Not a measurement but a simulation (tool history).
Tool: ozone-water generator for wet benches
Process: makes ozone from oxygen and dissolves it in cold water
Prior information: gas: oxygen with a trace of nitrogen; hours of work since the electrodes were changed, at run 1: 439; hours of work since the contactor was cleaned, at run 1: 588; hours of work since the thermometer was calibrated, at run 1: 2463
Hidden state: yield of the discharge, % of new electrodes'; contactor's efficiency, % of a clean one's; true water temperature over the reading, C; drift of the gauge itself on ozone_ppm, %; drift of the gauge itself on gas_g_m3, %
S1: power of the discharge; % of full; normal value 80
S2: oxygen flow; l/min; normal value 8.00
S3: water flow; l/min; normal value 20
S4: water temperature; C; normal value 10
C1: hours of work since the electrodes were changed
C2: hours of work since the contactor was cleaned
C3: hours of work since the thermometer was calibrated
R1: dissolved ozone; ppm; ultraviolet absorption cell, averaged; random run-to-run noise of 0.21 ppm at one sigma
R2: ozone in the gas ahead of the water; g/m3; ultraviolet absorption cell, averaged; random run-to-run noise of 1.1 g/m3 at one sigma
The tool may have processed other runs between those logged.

run   hour  S1     S2  S3  S4    C1    C2    C3    R1     R2
  1    0.0  80   8.00  20  10   439   588  2463  30.8  201.2
  2   32.9  80   6.83  20  10   465   614  2489  29.7  211.5
  3   57.2  80   6.83  20  10   484   633  2508  29.6  211.6
  4   95.2  80   6.83  20  10   514   663  2538  29.5  212.4
  5  117.2  80   6.83  20  10   531   680  2555  29.3  212.4
  6  140.3  80   6.83  20  10   549   699  2573  29.8  211.9
  7  171.9  80   8.00  29  10   574   723  2598  22.3  201.5
  8  207.5  80   8.00  29  10   602   751  2626  22.7  204.5
  9  242.0  80   8.00  29  10   629   778  2653  23.0  204.7
 10  280.6  80   8.00  29  10   659   809  2683  22.8  204.9
 11  296.9  80   8.00  20   9   672   821  2696  30.7  205.9
 12  326.0  80   8.00  20   9   695   844  2719  30.6  203.8
 13  355.8  80   8.00  20  10   718   868  2742  30.3  203.7
 14  392.1  80   8.00  20  10   747   896  2771  30.5  204.6
 15  415.1  80   8.00  20  12   765   914  2789  29.5  204.8
 16  440.9  80   8.00  20  12   785   934  2809  29.4  204.8
 17  473.8  80   8.00  20  12   811   960  2835  29.3  205.9
 18  493.2  58   4.22  20  12   826   975  2850  21.1  215.4
 19  520.1  80   8.00  19  15   847   997  2871  29.0  205.9
 20  553.6  80   8.00  19  15   873  1023  2897  29.0  204.9
 21  571.1  40   8.00  20  10   887  1037  2911  21.7  146.0
 22  605.7  40   8.00  20  10   914  1064  2938  21.2  146.4
 23  628.2  80  10.97  21   8   932  1081  2956  32.2  187.1
     654.0  -- gauge calibrated
 24  654.5  80   8.00  20  14   952  1102  2977  28.8  202.6
 25  674.1  80   8.00  20  14   968  1117  2992  28.4  203.4
 26  708.8  80   8.00  20  14   995  1145  3019  28.6  201.5
 27  746.2  80   5.99  32   8  1024  1174  3049  19.1  223.0
 28  761.8  82  11.52  20   7  1037  1186  3061  34.4  184.1
 29  779.8  82  11.52  20   7  1051  1200  3075  34.5  181.4
 30  816.7  82  11.52  20   7  1080  1229  3104  34.3  182.8
 31  836.7  82  11.52  20   7  1095  1245  3120  34.3  183.5
 32  852.5  82  11.52  20   7  1108  1257  3132  34.7  184.1
 33  875.5  72   4.86  19  10  1126  1276  3150  26.6  226.3
 34  908.0  72   4.86  19  10  1151  1301  3175  26.7  223.6

A few steps of R2 between consecutive runs. Split each: what settings, incoming material and random variation would produce without the hidden state, and what is left over for the hidden state, along with gauge scatter present in only one of the two compared results (measured, and without hidden state):
Run 20 -> 21: S1 80 -> 40, S3 19 -> 20, S4 15 -> 10. R2 -58.9 g/m3: hidden state -1.3, all else -57.6.
Run 22 -> 23: S1 40 -> 80, S2 8.00 -> 10.97, S3 20 -> 21, S4 10 -> 8. R2 +40.7 g/m3: hidden state +1.1, all else +39.6.
Run 23 -> 24: S2 10.97 -> 8.00, S3 21 -> 20, S4 8 -> 14, gauge calibrated. R2 +15.5 g/m3: hidden state -5.1, all else +20.6.
Run 32 -> 33: S1 82 -> 72, S2 11.52 -> 4.86, S3 20 -> 19, S4 7 -> 10. R2 +42.2 g/m3: hidden state +0.6, all else +41.6.
